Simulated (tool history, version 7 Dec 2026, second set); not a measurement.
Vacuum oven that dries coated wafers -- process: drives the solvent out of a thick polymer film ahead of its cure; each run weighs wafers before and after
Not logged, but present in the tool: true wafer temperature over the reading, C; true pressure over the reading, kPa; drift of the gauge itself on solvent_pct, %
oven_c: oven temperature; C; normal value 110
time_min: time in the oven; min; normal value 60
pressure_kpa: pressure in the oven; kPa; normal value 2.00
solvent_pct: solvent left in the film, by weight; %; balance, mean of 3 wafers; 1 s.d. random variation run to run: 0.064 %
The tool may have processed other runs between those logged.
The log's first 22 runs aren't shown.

run,hour,oven_c,time_min,pressure_kpa,hours of work since the thermocouples were calibrated,hours of work since the vacuum gauge was cleaned of residue,solvent_pct
23,339.8,108,60,2.00,399,429,4.50
24,359.4,110,50,2.00,411,441,4.78
25,369.0,110,50,2.00,417,447,4.70
26,379.7,120,98,6.58,424,454,4.67
27,400.4,120,98,6.58,437,466,4.81
28,410.2,120,98,4.73,443,472,3.54
29,427.1,105,59,1.06,453,483,4.48
30,445.3,105,59,1.06,464,494,4.63
31,466.0,105,59,1.06,477,507,4.64
32,484.6,119,63,5.59,489,518,5.03
33,496.4,119,63,5.59,496,526,4.91
34,505.3,124,63,4.34,502,531,3.22
35,527.4,124,63,4.34,515,545,3.28
36,536.3,101,92,6.14,521,550,8.99
37,557.7,101,92,6.14,534,564,9.27
38,567.5,108,103,2.00,540,570,3.30
39,585.5,108,103,2.00,551,581,3.35
40,596.4,112,103,2.00,558,588,2.70
41,617.8,110,95,2.00,571,601,3.18
42,633.8,110,95,2.00,581,611,3.26
43,645.4,124,64,2.00,588,618,2.08
44,660.3,110,60,2.84,597,627,5.08
45,670.9,102,91,2.00,604,634,4.83
46,689.4,102,91,2.00,616,645,4.83
47,707.6,102,91,2.00,627,656,4.87

4 options for the next run, each taken on its own from the tool as it stands now. Forecast them:
A,729.9,115,81,2.21,641,670,?
B,729.9,120,83,4.51,641,670,?
C,729.9,114,40,4.31,641,670,?
D,729.9,121,60,7.30,641,670,?

run,solvent_pct
A,2.95
B,3.77
C,6.22
D,5.68
The same runs, with their run-to-run variation unchanged, on a tool lacking any hidden condition would have given:
run,solvent_pct
A,2.60
B,3.44
C,5.88
D,5.34
